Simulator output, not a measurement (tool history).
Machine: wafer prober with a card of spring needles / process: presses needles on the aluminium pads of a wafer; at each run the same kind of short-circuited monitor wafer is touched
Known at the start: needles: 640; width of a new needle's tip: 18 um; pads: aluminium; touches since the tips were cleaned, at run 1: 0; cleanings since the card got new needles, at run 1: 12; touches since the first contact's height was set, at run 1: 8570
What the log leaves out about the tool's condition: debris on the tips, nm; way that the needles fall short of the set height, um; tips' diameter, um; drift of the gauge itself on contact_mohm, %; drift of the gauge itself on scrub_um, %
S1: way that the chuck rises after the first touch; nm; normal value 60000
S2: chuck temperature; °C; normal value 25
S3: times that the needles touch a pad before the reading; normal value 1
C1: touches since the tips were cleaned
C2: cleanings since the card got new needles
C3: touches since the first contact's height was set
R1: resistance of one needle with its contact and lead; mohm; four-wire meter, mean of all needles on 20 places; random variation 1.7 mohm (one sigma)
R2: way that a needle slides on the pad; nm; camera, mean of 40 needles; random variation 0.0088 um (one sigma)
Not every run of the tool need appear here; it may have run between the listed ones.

run	hour	S1	S2	S3	C1	C2	C3	R1	R2
1	0	60000	25	1	0	12	8570	195	8558
2	14.9	60000	40	1	6735	12	15305	362	8557
# hour 20.2: tips cleaned on abrasive film
3	27.2	60000	40	1	3152	13	20811	304	8542
# hour 39.5: tips cleaned on abrasive film
4	40	60000	40	1	220	14	26554	207	8536
5	56.4	60000	40	1	7651	14	33985	372	8541
# hour 59.6: tips cleaned on abrasive film
6	71.1	60000	25	2	5171	15	40588	287	8514
# hour 79: tips cleaned on abrasive film
7	82.2	60000	25	3	1432	16	45559	207	8526
8	90.3	60000	25	3	5134	16	49261	241	8523
# hour 92: height of the first contact set anew
# hour 98.3: tips cleaned on abrasive film
9	105.6	60000	25	3	3307	17	6110	227	8489
10	115.7	60000	25	3	7881	17	10684	249	8479
# hour 117.7: tips cleaned on abrasive film
11	128.3	65000	25	1	4788	18	16333	326	9203
# hour 137.3: tips cleaned on abrasive film
12	145	65000	25	1	3450	19	23832	297	9196
# hour 157.5: tips cleaned on abrasive film
13	162.8	65000	25	1	2396	20	31833	278	9159
14	173.6	65000	25	1	7301	20	36738	352	9146
# hour 177.3: tips cleaned on abrasive film
15	182.1	65000	25	1	2166	21	40553	270	9153
# hour 184.8: height of the first contact set anew, once more
16	195.8	65000	25	1	8204	21	4953	352	9280
# hour 197.2: tips cleaned on abrasive film
17	209	60000	122	3	5339	22	10910	256	8569
# hour 216.9: tips cleaned on abrasive film
18	221.7	46000	122	1	2130	23	16570	368	6543
# hour 236.1: tips cleaned on abrasive film
19	238.2	51000	79	2	947	24	24019	250	7263
20	250.4	77000	79	1	6473	24	29545	299	10953
# hour 255.3: tips cleaned on abrasive film
21	266.6	80000	70	1	5125	25	36815	282	11381
# hour 274.7: tips cleaned on abrasive film
22	281.2	80000	70	1	2943	26	43380	258	11387
23	289.2	80000	70	1	6539	26	46976	291	11376
# hour 295: tips cleaned on abrasive film
24	303.5	80000	70	1	3825	27	53404	267	11362
25	311.6	66000	99	1	7483	27	57062	346	9373
# hour 314.8: tips cleaned on abrasive film
26	326	66000	33	3	5074	28	63572	231	9353
# hour 334.5: tips cleaned on abrasive film
27	336.9	53000	25	1	1084	29	68423	275	7480
28	352.4	43000	34	1	8120	29	75459	576	6065
# hour 354.1: tips cleaned on abrasive film
29	360.7	47000	67	1	2970	30	79140	412	6615

Consider 4 possible next runs. They are alternatives, not a sequence: every one starts from the tool as it was left by run 29. What does each give?
# hour 374.1: tips cleaned on abrasive film
A	377.9	47000	67	2	1703	31	86873	?	?
# hour 374.1: tips cleaned on abrasive film
B	377.9	63000	25	3	1703	31	86873	?	?
# hour 374.1: tips cleaned on abrasive film
C	377.9	44000	25	2	1703	31	86873	?	?
# hour 374.1: tips cleaned on abrasive film
D	377.9	42000	92	1	1703	31	86873	?	?

run	R1	R2
A	288	6605
B	209	8888
C	301	6188
D	387	5897
The same runs, with their run-to-run variation unchanged, on a tool lacking any hidden condition would have given:
run	R1	R2
A	195	6712
B	175	8995
C	189	6295
D	205	6004
